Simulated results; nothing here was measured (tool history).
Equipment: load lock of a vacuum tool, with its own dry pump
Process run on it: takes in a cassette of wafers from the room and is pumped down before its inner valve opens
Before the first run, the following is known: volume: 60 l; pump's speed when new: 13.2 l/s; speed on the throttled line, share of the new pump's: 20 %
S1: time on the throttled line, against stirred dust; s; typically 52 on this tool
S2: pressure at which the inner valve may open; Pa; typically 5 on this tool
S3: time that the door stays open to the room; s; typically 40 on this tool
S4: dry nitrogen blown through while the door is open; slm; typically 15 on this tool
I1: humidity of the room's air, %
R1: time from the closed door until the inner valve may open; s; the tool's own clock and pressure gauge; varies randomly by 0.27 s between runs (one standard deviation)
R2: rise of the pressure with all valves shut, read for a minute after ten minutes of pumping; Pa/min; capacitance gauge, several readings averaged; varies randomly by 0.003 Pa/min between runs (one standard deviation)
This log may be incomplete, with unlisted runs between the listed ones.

run      day  S1  S2   S3  S4    I1     R1     R2
  1    0.000  52   5   40  15  46.8   89.6  0.039
  2    6.129  52   5   40  15  45.6   89.5  0.042
  3   17.538  52   5   40  16  46.0   89.9  0.043
  4   26.179  52   5   40  16  44.3   90.0  0.048
  5   33.788  52   5   40  16  49.5   89.8  0.056
  6   42.221  52   5   40  16  42.6   89.3  0.061
  7   55.717  52   5   40  16  42.7   89.7  0.063
  8   65.512  48   5   40  15  41.6   86.9  0.080
  9   77.150  52   7   40  15  41.4   88.5  0.083
 10   85.492  52   6   40  15  44.9   89.3  0.088
 11   95.738  52   6   40  15  48.1   89.4  0.100
 12  101.592  71   5   54  15  43.1  105.6  0.100
 13  115.288  71   5   54   6  48.1  104.7  0.128
 14  127.112  71   5   75   6  46.3  105.1  0.145
 15  135.604  29   4  119  19  47.1   73.7  0.139
 16  146.208  87   4   63  16  42.7  119.0  0.141
 17  155.238  94   5  123   8  42.3  123.8  0.171
 18  162.333  52   5   40  15  41.9   90.8  0.152
 19  176.012  49   7   63  15  44.3   86.5  0.172
 20  184.008  49   7   63  15  45.8   86.9  0.178
 21  197.504  55   5   38  44  46.9   92.9  0.177

Predict each of these 4 candidate next runs independently; none follows another, all start after run 21:
  A  205.421  55   5  47  44  45.5   ?   ?
  B  205.421  55   6  38  44  44.0   ?   ?
  C  205.421  55   7  38   6  39.7   ?   ?
  D  205.421  52   8  57  15  45.3   ?   ?

run    R1     R2
  A  93.0  0.189
  B  92.5  0.188
  C  91.1  0.200
  D  88.3  0.198
What these runs would have given with no unlogged condition in the tool:
run    R1     R2
  A  89.1  0.015
  B  88.6  0.015
  C  87.3  0.026
  D  84.6  0.024
